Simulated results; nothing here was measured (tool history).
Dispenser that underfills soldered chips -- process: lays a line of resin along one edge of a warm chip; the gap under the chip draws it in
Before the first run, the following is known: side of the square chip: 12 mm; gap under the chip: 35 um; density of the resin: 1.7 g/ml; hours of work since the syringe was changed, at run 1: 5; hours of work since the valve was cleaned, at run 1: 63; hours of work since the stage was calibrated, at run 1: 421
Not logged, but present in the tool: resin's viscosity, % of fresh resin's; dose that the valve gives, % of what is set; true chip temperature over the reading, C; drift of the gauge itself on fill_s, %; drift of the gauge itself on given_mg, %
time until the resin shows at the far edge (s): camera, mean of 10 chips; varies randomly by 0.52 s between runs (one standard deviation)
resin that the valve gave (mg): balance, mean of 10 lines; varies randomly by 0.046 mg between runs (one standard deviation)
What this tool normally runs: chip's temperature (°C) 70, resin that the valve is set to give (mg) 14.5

run	hour	chip's temperature (°C)	resin that the valve is set to give (mg)	hours of work since the syringe was changed	hours of work since the valve was cleaned	hours of work since the stage was calibrated	time until the resin shows at the far edge (s)	resin that the valve gave (mg)
1	0	70	14.5	5	63	421	50.2	13.79
# hour 4.2: new syringe of resin
2	10.1	70	14.5	4	69	427	47.6	13.66
# hour 17.2: dispensing valve cleaned and set on the balance
# hour 18.4: new syringe of resin
3	18.4	70	14.5	0	1	432	40.7	14.47
4	25.1	70	12.7	4	5	436	49	12.59
# hour 31.9: new syringe of resin
5	40	70	14.5	5	14	445	49.3	14.33
# hour 45.1: new syringe of resin
6	51	70	14.5	4	21	452	46.7	14.21
# hour 58.3: new syringe of resin
7	60.5	70	14.5	1	27	458	42.3	14.07
8	68.9	70	14.5	7	32	463	52.9	14.12
# hour 71.3: new syringe of resin
9	81.6	55	18.3	7	40	471	90.1	17.73
# hour 84.6: new syringe of resin
10	91.7	59	14.1	5	47	478	73.6	13.57
# hour 98: new syringe of resin
11	99.7	59	17.1	1	52	483	62.1	16.43
12	108	69	16.5	6	57	488	52.9	15.76
# hour 111.5: new syringe of resin
13	120.2	69	16.5	6	65	496	52.1	15.61
# hour 124: new syringe of resin
14	128.5	69	16.5	3	70	501	45	15.57
# hour 134.9: dispensing valve cleaned and set on the balance
# hour 138: new syringe of resin
15	143.1	69	16.5	3	5	509	47.4	16.36
# hour 151.1: new syringe of resin
16	155.9	69	16.5	3	13	517	48	16.2

Each row is a separate what-if for the run after 16, all from the same tool condition, not one after another. Results?
# hour 164: new syringe of resin
A	164	68	16.5	0	18	522	?	?
# hour 164: new syringe of resin
B	164	69	13.8	0	18	522	?	?
# hour 164: new syringe of resin
C	164	72	17.6	0	18	522	?	?
# hour 164: new syringe of resin
D	164	62	15.7	0	18	522	?	?
# hour 164: new syringe of resin
E	164	61	17.7	0	18	522	?	?

run	time until the resin shows at the far edge (s)	resin that the valve gave (mg)
A	42.6	16.22
B	41.5	13.62
C	36.8	17.32
D	52.8	15.41
E	54.8	17.33
Without the tool's hidden state the same runs would have given:
run	time until the resin shows at the far edge (s)	resin that the valve gave (mg)
A	45.5	16.52
B	44.4	13.86
C	39.3	17.64
D	56.6	15.69
E	58.8	17.64
